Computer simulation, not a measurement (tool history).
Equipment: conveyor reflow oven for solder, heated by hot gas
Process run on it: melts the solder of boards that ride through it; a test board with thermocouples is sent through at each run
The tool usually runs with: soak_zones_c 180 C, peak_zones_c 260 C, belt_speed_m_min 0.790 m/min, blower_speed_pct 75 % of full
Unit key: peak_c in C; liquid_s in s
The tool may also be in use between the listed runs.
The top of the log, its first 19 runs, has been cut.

| run | hour | soak_zones_c | peak_zones_c | belt_speed_m_min | blower_speed_pct | peak_c | liquid_s |
|---|---|---|---|---|---|---|---|
| 20 | 253.0 | 179 | 250 | 0.735 | 55 | 240.2 | 42.4 |
| 21 | 272.4 | 189 | 260 | 0.751 | 75 | 254.8 | 56.1 |
| 22 | 285.6 | 180 | 255 | 0.657 | 75 | 250.8 | 60.6 |
| 23 | 302.0 | 180 | 255 | 0.657 | 75 | 250.3 | 58.5 |
| 24 | 312.0 | 191 | 255 | 0.696 | 75 | 250.8 | 60.3 |
| 25 | 324.6 | 191 | 255 | 0.696 | 75 | 250.3 | 59.8 |
|  | 337.6 | flux residue cleaned out of gas plates and filters |
| 26 | 341.6 | 180 | 265 | 0.790 | 75 | 257.7 | 50.7 |
| 27 | 349.7 | 192 | 260 | 0.787 | 75 | 254.0 | 54.2 |
| 28 | 362.9 | 192 | 260 | 0.787 | 75 | 254.3 | 54.1 |
| 29 | 372.1 | 181 | 270 | 0.871 | 52 | 251.7 | 41.8 |
| 30 | 388.9 | 181 | 270 | 0.871 | 52 | 252.0 | 42.3 |
| 31 | 406.3 | 175 | 249 | 0.924 | 85 | 239.4 | 34.1 |
| 32 | 423.2 | 175 | 249 | 0.938 | 74 | 237.4 | 29.2 |

Here are 3 independent what-if runs from the current tool condition. What would each one return?
| A | 434.9 | 188 | 260 | 0.790 | 85 | ? | ? |
| B | 434.9 | 175 | 258 | 0.639 | 74 | ? | ? |
| C | 434.9 | 186 | 272 | 0.938 | 74 | ? | ? |

| run | peak_c | liquid_s |
|---|---|---|
| A | 254.3 | 53.6 |
| B | 253.6 | 61.3 |
| C | 259.4 | 45.1 |
Without the tool's hidden state the same runs would have given:
| run | peak_c | liquid_s |
|---|---|---|
| A | 252.3 | 51.8 |
| B | 251.5 | 59.1 |
| C | 257.6 | 43.6 |
